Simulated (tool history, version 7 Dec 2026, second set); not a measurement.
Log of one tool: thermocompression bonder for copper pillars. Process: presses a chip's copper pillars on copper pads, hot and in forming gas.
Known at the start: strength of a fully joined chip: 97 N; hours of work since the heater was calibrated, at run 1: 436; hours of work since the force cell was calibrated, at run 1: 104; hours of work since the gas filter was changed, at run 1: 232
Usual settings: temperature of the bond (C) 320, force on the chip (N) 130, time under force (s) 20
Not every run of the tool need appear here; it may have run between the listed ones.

| run | day | temperature of the bond (C) | force on the chip (N) | time under force (s) | hours of work since the heater was calibrated | hours of work since the force cell was calibrated | hours of work since the gas filter was changed | force that shears a chip off (N) |
|---|---|---|---|---|---|---|---|---|
| 1 | 0 | 320 | 130 | 20 | 436 | 104 | 232 | 35.9 |
| 2 | 1.917 | 320 | 130 | 20 | 461 | 130 | 257 | 35.2 |
| 3 | 3.892 | 302 | 130 | 20 | 487 | 156 | 284 | 28 |
| 4 | 7.346 | 320 | 130 | 20 | 533 | 201 | 329 | 34.7 |
|  | 10.521 | heater calibrated with a thermocouple chip |
|  | 10.771 | forming gas filter changed |
| 5 | 11.242 | 311 | 130 | 20 | 9 | 252 | 6 | 39.3 |
| 6 | 14.529 | 311 | 130 | 20 | 53 | 295 | 50 | 39.4 |
| 7 | 16.121 | 320 | 130 | 16 | 74 | 316 | 71 | 39.6 |
| 8 | 18.154 | 320 | 130 | 16 | 101 | 343 | 98 | 37.4 |
| 9 | 19.958 | 320 | 130 | 16 | 124 | 367 | 121 | 36.7 |
| 10 | 23.7 | 320 | 130 | 16 | 174 | 416 | 171 | 36.5 |
| 11 | 25.479 | 320 | 130 | 20 | 197 | 440 | 194 | 39.5 |
| 12 | 28.55 | 320 | 130 | 20 | 238 | 480 | 235 | 39.4 |
| 13 | 32.379 | 320 | 130 | 20 | 289 | 531 | 285 | 37.2 |
| 14 | 34.525 | 320 | 130 | 20 | 317 | 559 | 314 | 36 |
| 15 | 37.729 | 320 | 130 | 20 | 359 | 601 | 356 | 35.9 |
|  | 39.117 | forming gas filter changed |
| 16 | 41.508 | 320 | 130 | 20 | 409 | 651 | 32 | 38.6 |
| 17 | 43.888 | 298 | 130 | 20 | 440 | 683 | 63 | 29.6 |
| 18 | 47.262 | 347 | 130 | 20 | 485 | 727 | 108 | 48.9 |
| 19 | 49.796 | 347 | 130 | 23 | 518 | 761 | 141 | 49.8 |
| 20 | 53.046 | 347 | 130 | 23 | 561 | 803 | 184 | 49.9 |
|  | 54.121 | heater calibrated with a thermocouple chip |
| 21 | 56.562 | 331 | 155 | 57 | 32 | 849 | 229 | 65.4 |
| 22 | 59.95 | 331 | 155 | 57 | 77 | 894 | 274 | 63.9 |
| 23 | 63.538 | 331 | 96 | 57 | 124 | 941 | 322 | 52.8 |
| 24 | 67.138 | 349 | 126 | 54 | 172 | 989 | 369 | 64.8 |
|  | 67.338 | forming gas filter changed |
| 25 | 70.412 | 349 | 166 | 13 | 215 | 1032 | 41 | 50.8 |
| 26 | 73.758 | 349 | 166 | 13 | 259 | 1076 | 85 | 50.9 |
| 27 | 76.042 | 315 | 130 | 21 | 289 | 1106 | 115 | 37.9 |
| 28 | 78.367 | 315 | 80 | 21 | 320 | 1137 | 146 | 29.6 |
| 29 | 80.358 | 291 | 168 | 16 | 346 | 1163 | 172 | 27.5 |
| 30 | 83.983 | 331 | 132 | 11 | 394 | 1211 | 220 | 33.3 |
| 31 | 86.896 | 321 | 186 | 33 | 433 | 1249 | 258 | 50.5 |
| 32 | 90.079 | 342 | 148 | 42 | 475 | 1291 | 300 | 56.5 |
| 33 | 93.362 | 298 | 141 | 20 | 518 | 1335 | 344 | 26.1 |
|  | 95.483 | forming gas filter changed |
| 34 | 95.483 | 298 | 141 | 20 | 546 | 1362 | 0 | 31 |
|  | 97.821 | heater calibrated with a thermocouple chip |
| 35 | 98.808 | 298 | 141 | 20 | 13 | 1405 | 43 | 34.6 |
| 36 | 100.908 | 298 | 141 | 20 | 41 | 1433 | 71 | 33.1 |
| 37 | 103.75 | 298 | 89 | 11 | 78 | 1471 | 108 | 21.2 |
| 38 | 107.208 | 307 | 140 | 59 | 124 | 1516 | 154 | 51.9 |
| 39 | 109.542 | 307 | 140 | 59 | 155 | 1547 | 185 | 51.7 |

Hidden condition of the tool, last listed run before each entry between runs versus first listed run after:
In the gap between runs 4 and 5: heater calibrated with a thermocouple chip (day 10.521); forming gas filter changed (day 10.771)
  true temperature of the bond over the reading, C: -13.3 -> 0.7; force that reaches the chip, % of what is set: 99.4 -> 99.3; oxide that the forming gas leaves, % of the face: 10.49 -> 0.69
  measured minus no-state result, force that shears a chip off (N): -9.7 -> +0.1
In the gap between runs 15 and 16: forming gas filter changed (day 39.117)
  true temperature of the bond over the reading, C: -7.2 -> -8.2; oxide that the forming gas leaves, % of the face: 11.44 -> 1.52
  measured minus no-state result, force that shears a chip off (N): -7.8 -> -4.2
In the gap between runs 20 and 21: heater calibrated with a thermocouple chip (day 54.121)
  true temperature of the bond over the reading, C: -11.9 -> -0.2; oxide that the forming gas leaves, % of the face: 6.32 -> 7.79
  measured minus no-state result, force that shears a chip off (N): -8.9 -> -5.5
In the gap between runs 24 and 25: forming gas filter changed (day 67.338)
  true temperature of the bond over the reading, C: -3.5 -> -4.4; oxide that the forming gas leaves, % of the face: 12.09 -> 2.09
  measured minus no-state result, force that shears a chip off (N): -10.4 -> -3.2
In the gap between runs 33 and 34: forming gas filter changed (day 95.483)
  true temperature of the bond over the reading, C: -11.3 -> -11.9; force that reaches the chip, % of what is set: 97.6 -> 97.5; oxide that the forming gas leaves, % of the face: 11.52 -> 0.7
  measured minus no-state result, force that shears a chip off (N): -8.3 -> -5.3
In the gap between runs 34 and 35: heater calibrated with a thermocouple chip (day 97.821)
  true temperature of the bond over the reading, C: -11.9 -> -1; oxide that the forming gas leaves, % of the face: 0.7 -> 2.13
  measured minus no-state result, force that shears a chip off (N): -5.3 -> -1.4
